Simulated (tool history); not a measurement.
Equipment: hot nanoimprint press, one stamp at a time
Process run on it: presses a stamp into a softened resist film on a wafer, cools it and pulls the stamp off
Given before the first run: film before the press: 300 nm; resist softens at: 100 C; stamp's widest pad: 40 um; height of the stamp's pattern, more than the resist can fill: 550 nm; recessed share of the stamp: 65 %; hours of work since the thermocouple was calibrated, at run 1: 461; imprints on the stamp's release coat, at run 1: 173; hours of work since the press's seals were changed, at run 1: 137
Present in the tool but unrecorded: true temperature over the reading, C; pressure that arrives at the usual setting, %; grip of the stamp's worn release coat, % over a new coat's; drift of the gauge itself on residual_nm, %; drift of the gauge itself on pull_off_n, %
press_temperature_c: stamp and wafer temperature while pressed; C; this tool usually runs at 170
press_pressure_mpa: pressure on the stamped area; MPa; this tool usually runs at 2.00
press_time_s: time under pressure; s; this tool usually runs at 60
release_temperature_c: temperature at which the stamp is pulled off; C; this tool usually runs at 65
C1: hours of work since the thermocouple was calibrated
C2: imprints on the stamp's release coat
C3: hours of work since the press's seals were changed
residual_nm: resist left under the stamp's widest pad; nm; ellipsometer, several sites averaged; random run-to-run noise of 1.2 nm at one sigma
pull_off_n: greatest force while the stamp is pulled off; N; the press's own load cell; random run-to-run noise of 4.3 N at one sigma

run 1 hour=0.0 | press_temperature_c=170 press_pressure_mpa=2.00 press_time_s=60 release_temperature_c=65 | C1=461 C2=173 C3=137 | residual_nm=174.1 pull_off_n=209
run 2 hour=5.9 | press_temperature_c=170 press_pressure_mpa=2.00 press_time_s=60 release_temperature_c=65 | C1=465 C2=194 C3=141 | residual_nm=171.9 pull_off_n=207
run 3 hour=12.0 | press_temperature_c=170 press_pressure_mpa=2.00 press_time_s=60 release_temperature_c=65 | C1=470 C2=216 C3=146 | residual_nm=173.2 pull_off_n=205
run 4 hour=17.6 | press_temperature_c=170 press_pressure_mpa=2.00 press_time_s=60 release_temperature_c=65 | C1=474 C2=236 C3=150 | residual_nm=172.8 pull_off_n=203
run 5 hour=24.0 | press_temperature_c=170 press_pressure_mpa=2.00 press_time_s=60 release_temperature_c=65 | C1=479 C2=259 C3=155 | residual_nm=173.1 pull_off_n=210
run 6 hour=31.0 | press_temperature_c=170 press_pressure_mpa=2.00 press_time_s=60 release_temperature_c=65 | C1=484 C2=285 C3=160 | residual_nm=172.7 pull_off_n=211
run 7 hour=41.5 | press_temperature_c=170 press_pressure_mpa=2.00 press_time_s=60 release_temperature_c=53 | C1=492 C2=323 C3=168 | residual_nm=173.4 pull_off_n=225
run 8 hour=52.1 | press_temperature_c=170 press_pressure_mpa=2.00 press_time_s=60 release_temperature_c=53 | C1=500 C2=361 C3=175 | residual_nm=173.3 pull_off_n=227
run 9 hour=57.8 | press_temperature_c=170 press_pressure_mpa=2.00 press_time_s=60 release_temperature_c=53 | C1=504 C2=382 C3=180 | residual_nm=173.9 pull_off_n=230
run 10 hour=66.8 | press_temperature_c=170 press_pressure_mpa=2.00 press_time_s=60 release_temperature_c=53 | C1=510 C2=414 C3=186 | residual_nm=171.8 pull_off_n=231
run 11 hour=71.6 | press_temperature_c=164 press_pressure_mpa=2.00 press_time_s=60 release_temperature_c=65 | C1=514 C2=432 C3=190 | residual_nm=210.9 pull_off_n=218
run 12 hour=76.5 | press_temperature_c=164 press_pressure_mpa=2.00 press_time_s=60 release_temperature_c=65 | C1=517 C2=450 C3=193 | residual_nm=207.7 pull_off_n=202
run 13 hour=83.3 | press_temperature_c=164 press_pressure_mpa=1.37 press_time_s=60 release_temperature_c=65 | C1=522 C2=474 C3=198 | residual_nm=237.0 pull_off_n=211
run 14 hour=90.2 | press_temperature_c=167 press_pressure_mpa=2.00 press_time_s=60 release_temperature_c=65 | C1=528 C2=499 C3=204 | residual_nm=191.3 pull_off_n=203
run 15 hour=96.3 | press_temperature_c=167 press_pressure_mpa=2.00 press_time_s=60 release_temperature_c=65 | C1=532 C2=522 C3=208 | residual_nm=191.8 pull_off_n=211
run 16 hour=102.1 | press_temperature_c=167 press_pressure_mpa=2.44 press_time_s=60 release_temperature_c=51 | C1=536 C2=542 C3=212 | residual_nm=173.1 pull_off_n=235
run 17 hour=110.0 | press_temperature_c=170 press_pressure_mpa=1.65 press_time_s=60 release_temperature_c=66 | C1=542 C2=571 C3=218 | residual_nm=189.0 pull_off_n=210
-- hour=121.3 plate thermocouple calibrated
run 18 hour=121.9 | press_temperature_c=163 press_pressure_mpa=3.15 press_time_s=47 release_temperature_c=65 | C1=0 C2=603 C3=225 | residual_nm=189.0 pull_off_n=209
run 19 hour=131.0 | press_temperature_c=174 press_pressure_mpa=3.11 press_time_s=32 release_temperature_c=61 | C1=7 C2=636 C3=231 | residual_nm=146.0 pull_off_n=214
run 20 hour=139.7 | press_temperature_c=174 press_pressure_mpa=3.11 press_time_s=32 release_temperature_c=61 | C1=14 C2=668 C3=238 | residual_nm=143.9 pull_off_n=213
run 21 hour=145.5 | press_temperature_c=160 press_pressure_mpa=2.00 press_time_s=60 release_temperature_c=65 | C1=18 C2=689 C3=242 | residual_nm=233.6 pull_off_n=211
run 22 hour=153.2 | press_temperature_c=170 press_pressure_mpa=3.02 press_time_s=32 release_temperature_c=65 | C1=24 C2=717 C3=248 | residual_nm=168.0 pull_off_n=211
run 23 hour=164.4 | press_temperature_c=162 press_pressure_mpa=1.89 press_time_s=57 release_temperature_c=64 | C1=32 C2=757 C3=256 | residual_nm=227.4 pull_off_n=214
run 24 hour=169.8 | press_temperature_c=179 press_pressure_mpa=1.84 press_time_s=57 release_temperature_c=64 | C1=36 C2=777 C3=260 | residual_nm=135.5 pull_off_n=208
-- hour=180.4 stamp cleaned and given a new release coat
run 25 hour=182.7 | press_temperature_c=179 press_pressure_mpa=2.47 press_time_s=57 release_temperature_c=58 | C1=41 C2=9 C3=265 | residual_nm=115.4 pull_off_n=222
run 26 hour=189.6 | press_temperature_c=179 press_pressure_mpa=2.47 press_time_s=57 release_temperature_c=58 | C1=46 C2=34 C3=270 | residual_nm=115.0 pull_off_n=218
run 27 hour=199.0 | press_temperature_c=179 press_pressure_mpa=1.33 press_time_s=54 release_temperature_c=58 | C1=53 C2=68 C3=277 | residual_nm=163.6 pull_off_n=213
run 28 hour=209.4 | press_temperature_c=179 press_pressure_mpa=1.33 press_time_s=54 release_temperature_c=58 | C1=61 C2=106 C3=285 | residual_nm=164.2 pull_off_n=217
run 29 hour=219.8 | press_temperature_c=165 press_pressure_mpa=2.15 press_time_s=49 release_temperature_c=52 | C1=68 C2=143 C3=293 | residual_nm=204.9 pull_off_n=228

Forecast each of these 3 alternatives for the next run:
run A hour=229.1 | press_temperature_c=160 press_pressure_mpa=3.14 press_time_s=88 release_temperature_c=52 | C1=75 C2=177 C3=299 | residual_nm=? pull_off_n=?
run B hour=229.1 | press_temperature_c=170 press_pressure_mpa=2.00 press_time_s=82 release_temperature_c=65 | C1=75 C2=177 C3=299 | residual_nm=? pull_off_n=?
run C hour=229.1 | press_temperature_c=181 press_pressure_mpa=2.00 press_time_s=60 release_temperature_c=65 | C1=75 C2=177 C3=299 | residual_nm=? pull_off_n=?

run=A residual_nm=176.9 pull_off_n=229
run=B residual_nm=158.1 pull_off_n=214
run=C residual_nm=118.6 pull_off_n=214
Take away the tool's hidden state, keep each run's random variation, and the runs would have read:
run=A residual_nm=176.7 pull_off_n=228
run=B residual_nm=157.9 pull_off_n=213
run=C residual_nm=118.5 pull_off_n=213
